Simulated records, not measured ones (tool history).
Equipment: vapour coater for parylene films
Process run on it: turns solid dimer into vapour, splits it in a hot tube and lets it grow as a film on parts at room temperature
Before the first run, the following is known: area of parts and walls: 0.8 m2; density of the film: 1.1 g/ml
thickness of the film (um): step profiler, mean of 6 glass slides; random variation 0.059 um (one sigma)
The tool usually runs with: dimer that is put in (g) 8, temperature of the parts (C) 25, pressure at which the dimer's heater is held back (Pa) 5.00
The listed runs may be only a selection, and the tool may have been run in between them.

run   hour  dimer that is put in (g)  temperature of the parts (C)  pressure at which the dimer's heater is held back (Pa)  thickness of the film (um)
  1    0.0                         8                            25                                                    5.00                        6.73
  2   11.7                         8                            25                                                    5.00                        6.71
  3   29.0                         8                            25                                                    5.00                        6.64
  4   42.7                         8                            35                                                    5.00                        5.29
  5   63.2                         8                            35                                                    5.00                        5.23
  6   73.4                         8                            35                                                    5.00                        5.28
  7   88.7                         8                            35                                                    5.00                        5.25
  8  101.0                         8                            35                                                    3.09                        5.43
  9  121.1                         8                            35                                                    3.09                        5.41
 10  141.6                         8                            35                                                    3.09                        5.33
 11  161.0                         8                            25                                                    5.00                        6.41
 12  174.4                         8                            25                                                    5.00                        6.23
 13  188.2                         8                            25                                                    5.00                        6.30
 14  197.1                         8                            31                                                    4.93                        5.49
 15  215.7                         3                            30                                                    4.93                        2.10
 16  224.3                         4                            26                                                    2.85                        3.17
 17  240.1                        13                            32                                                    4.14                        8.69
 18  258.4                         7                            28                                                    3.37                        5.20
 19  278.8                         8                            32                                                    2.11                        5.62
     300.6  -- trap's valve overhauled
 20  300.6                         8                            17                                                    7.04                        8.00
 21  318.7                         5                            17                                                    7.04                        5.04
 22  331.9                         8                            19                                                    5.00                        7.93
 23  340.9                         8                            19                                                    5.00                        8.05
 24  351.2                         6                            18                                                    5.87                        6.02

Branching from run 24: 5 alternative next runs. What would each branch give?
  A  365.4                         6                            18                                                    5.87                           ?
  B  365.4                         5                            25                                                    5.00                           ?
  C  365.4                         4                            18                                                    4.98                           ?
  D  365.4                         9                            18                                                    5.87                           ?
  E  365.4                         8                            25                                                    2.49                           ?

run  thickness of the film (um)
  A                        6.05
  B                        4.26
  C                        4.03
  D                        9.00
  E                        7.33
With no hidden state in the tool, these same runs would have given:
run  thickness of the film (um)
  A                        6.15
  B                        4.33
  C                        4.09
  D                        9.15
  E                        7.45
